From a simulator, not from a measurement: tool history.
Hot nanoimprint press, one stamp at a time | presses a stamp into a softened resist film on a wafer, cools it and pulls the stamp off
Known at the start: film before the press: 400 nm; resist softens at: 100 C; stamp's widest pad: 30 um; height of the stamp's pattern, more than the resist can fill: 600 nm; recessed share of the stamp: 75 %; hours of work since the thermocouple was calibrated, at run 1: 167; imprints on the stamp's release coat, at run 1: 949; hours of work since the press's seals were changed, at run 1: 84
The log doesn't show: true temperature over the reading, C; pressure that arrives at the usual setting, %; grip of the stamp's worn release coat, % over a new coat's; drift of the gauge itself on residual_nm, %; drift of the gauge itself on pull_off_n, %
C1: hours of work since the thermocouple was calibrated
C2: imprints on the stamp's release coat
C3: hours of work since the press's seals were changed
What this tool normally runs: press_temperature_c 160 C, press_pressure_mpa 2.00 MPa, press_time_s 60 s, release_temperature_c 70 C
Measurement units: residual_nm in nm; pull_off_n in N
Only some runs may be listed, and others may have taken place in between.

{"run": 1, "hour": 0.0, "press_temperature_c": 160, "press_pressure_mpa": 2.0, "press_time_s": 60, "release_temperature_c": 70, "C1": 167, "C2": 949, "C3": 84, "residual_nm": 225.9, "pull_off_n": 173}
{"run": 2, "hour": 16.7, "press_temperature_c": 163, "press_pressure_mpa": 2.0, "press_time_s": 60, "release_temperature_c": 70, "C1": 179, "C2": 1035, "C3": 96, "residual_nm": 207.0, "pull_off_n": 174}
{"run": 3, "hour": 26.3, "press_temperature_c": 163, "press_pressure_mpa": 2.84, "press_time_s": 60, "release_temperature_c": 70, "C1": 186, "C2": 1084, "C3": 103, "residual_nm": 170.2, "pull_off_n": 174}
{"run": 4, "hour": 44.2, "press_temperature_c": 160, "press_pressure_mpa": 2.0, "press_time_s": 60, "release_temperature_c": 61, "C1": 199, "C2": 1177, "C3": 116, "residual_nm": 226.7, "pull_off_n": 215}
{"run": 5, "hour": 56.3, "press_temperature_c": 160, "press_pressure_mpa": 2.0, "press_time_s": 60, "release_temperature_c": 61, "C1": 207, "C2": 1239, "C3": 125, "residual_nm": 226.4, "pull_off_n": 210}
{"run": 6, "hour": 73.9, "press_temperature_c": 160, "press_pressure_mpa": 2.0, "press_time_s": 60, "release_temperature_c": 61, "C1": 220, "C2": 1330, "C3": 137, "residual_nm": 228.7, "pull_off_n": 207}
{"run": 7, "hour": 85.5, "press_temperature_c": 160, "press_pressure_mpa": 2.0, "press_time_s": 76, "release_temperature_c": 61, "C1": 228, "C2": 1390, "C3": 145, "residual_nm": 212.5, "pull_off_n": 208}
{"run": 8, "hour": 105.8, "press_temperature_c": 160, "press_pressure_mpa": 2.0, "press_time_s": 76, "release_temperature_c": 61, "C1": 243, "C2": 1495, "C3": 160, "residual_nm": 210.4, "pull_off_n": 218}
{"run": 9, "hour": 124.9, "press_temperature_c": 162, "press_pressure_mpa": 2.0, "press_time_s": 60, "release_temperature_c": 70, "C1": 256, "C2": 1593, "C3": 174, "residual_nm": 216.7, "pull_off_n": 174}
{"run": 10, "hour": 139.1, "press_temperature_c": 162, "press_pressure_mpa": 2.0, "press_time_s": 47, "release_temperature_c": 70, "C1": 267, "C2": 1666, "C3": 184, "residual_nm": 228.1, "pull_off_n": 179}
{"run": 11, "hour": 148.5, "press_temperature_c": 162, "press_pressure_mpa": 2.0, "press_time_s": 47, "release_temperature_c": 70, "C1": 273, "C2": 1715, "C3": 190, "residual_nm": 229.8, "pull_off_n": 174}
{"run": 12, "hour": 159.6, "press_temperature_c": 162, "press_pressure_mpa": 2.0, "press_time_s": 47, "release_temperature_c": 70, "C1": 281, "C2": 1772, "C3": 198, "residual_nm": 229.0, "pull_off_n": 173}
{"run": 13, "hour": 174.4, "press_temperature_c": 162, "press_pressure_mpa": 2.0, "press_time_s": 47, "release_temperature_c": 70, "C1": 292, "C2": 1849, "C3": 209, "residual_nm": 229.7, "pull_off_n": 172}
{"run": 14, "hour": 187.6, "press_temperature_c": 162, "press_pressure_mpa": 2.0, "press_time_s": 54, "release_temperature_c": 70, "C1": 301, "C2": 1917, "C3": 218, "residual_nm": 221.0, "pull_off_n": 174}
{"run": 15, "hour": 196.5, "press_temperature_c": 162, "press_pressure_mpa": 2.0, "press_time_s": 54, "release_temperature_c": 70, "C1": 308, "C2": 1963, "C3": 225, "residual_nm": 223.6, "pull_off_n": 183}
{"hour": 209.1, "done": "stamp cleaned and given a new release coat"}
{"run": 16, "hour": 214.3, "press_temperature_c": 168, "press_pressure_mpa": 2.15, "press_time_s": 62, "release_temperature_c": 65, "C1": 316, "C2": 27, "C3": 233, "residual_nm": 171.3, "pull_off_n": 195}
{"run": 17, "hour": 227.0, "press_temperature_c": 168, "press_pressure_mpa": 2.15, "press_time_s": 62, "release_temperature_c": 65, "C1": 325, "C2": 92, "C3": 242, "residual_nm": 170.4, "pull_off_n": 194}
{"run": 18, "hour": 248.4, "press_temperature_c": 168, "press_pressure_mpa": 2.15, "press_time_s": 62, "release_temperature_c": 65, "C1": 340, "C2": 203, "C3": 258, "residual_nm": 171.7, "pull_off_n": 192}
{"run": 19, "hour": 261.5, "press_temperature_c": 168, "press_pressure_mpa": 2.22, "press_time_s": 86, "release_temperature_c": 65, "C1": 350, "C2": 271, "C3": 267, "residual_nm": 151.5, "pull_off_n": 194}
{"run": 20, "hour": 281.4, "press_temperature_c": 152, "press_pressure_mpa": 1.81, "press_time_s": 60, "release_temperature_c": 70, "C1": 364, "C2": 373, "C3": 281, "residual_nm": 296.9, "pull_off_n": 175}
{"run": 21, "hour": 296.9, "press_temperature_c": 153, "press_pressure_mpa": 2.0, "press_time_s": 60, "release_temperature_c": 63, "C1": 375, "C2": 453, "C3": 292, "residual_nm": 278.0, "pull_off_n": 204}
{"run": 22, "hour": 317.3, "press_temperature_c": 156, "press_pressure_mpa": 2.04, "press_time_s": 117, "release_temperature_c": 57, "C1": 390, "C2": 559, "C3": 307, "residual_nm": 209.0, "pull_off_n": 242}
{"run": 23, "hour": 331.4, "press_temperature_c": 157, "press_pressure_mpa": 2.03, "press_time_s": 117, "release_temperature_c": 67, "C1": 400, "C2": 631, "C3": 317, "residual_nm": 203.5, "pull_off_n": 186}
{"hour": 342.9, "done": "plate thermocouple calibrated"}
{"run": 24, "hour": 352.7, "press_temperature_c": 167, "press_pressure_mpa": 2.96, "press_time_s": 63, "release_temperature_c": 70, "C1": 7, "C2": 726, "C3": 330, "residual_nm": 146.3, "pull_off_n": 172}
{"run": 25, "hour": 362.4, "press_temperature_c": 156, "press_pressure_mpa": 1.2, "press_time_s": 106, "release_temperature_c": 63, "C1": 14, "C2": 776, "C3": 337, "residual_nm": 277.3, "pull_off_n": 205}
{"run": 26, "hour": 376.2, "press_temperature_c": 156, "press_pressure_mpa": 3.02, "press_time_s": 62, "release_temperature_c": 56, "C1": 24, "C2": 847, "C3": 347, "residual_nm": 205.9, "pull_off_n": 241}
{"run": 27, "hour": 394.7, "press_temperature_c": 156, "press_pressure_mpa": 3.02, "press_time_s": 62, "release_temperature_c": 56, "C1": 37, "C2": 943, "C3": 360, "residual_nm": 204.7, "pull_off_n": 231}
{"run": 28, "hour": 406.3, "press_temperature_c": 170, "press_pressure_mpa": 1.84, "press_time_s": 60, "release_temperature_c": 70, "C1": 45, "C2": 1002, "C3": 368, "residual_nm": 177.4, "pull_off_n": 173}
{"run": 29, "hour": 417.1, "press_temperature_c": 170, "press_pressure_mpa": 1.84, "press_time_s": 60, "release_temperature_c": 70, "C1": 53, "C2": 1058, "C3": 376, "residual_nm": 178.6, "pull_off_n": 171}
{"run": 30, "hour": 436.5, "press_temperature_c": 153, "press_pressure_mpa": 2.29, "press_time_s": 39, "release_temperature_c": 58, "C1": 67, "C2": 1159, "C3": 390, "residual_nm": 291.0, "pull_off_n": 220}

What differs in the tool's unlogged condition from the final listed run ahead of each entry between runs to the first listed run following it?
Run 15 -> run 16: stamp cleaned and given a new release coat (hour 209.1)
  true temperature over the reading, C: -0.05 -> -0.06; grip of the stamp's worn release coat, % over a new coat's: 1.1 -> 0
Run 23 -> run 24: plate thermocouple calibrated (hour 342.9)
  true temperature over the reading, C: -0.07 -> 0; pressure that arrives at the usual setting, %: 99.92 -> 99.91; grip of the stamp's worn release coat, % over a new coat's: 0.3 -> 0.4
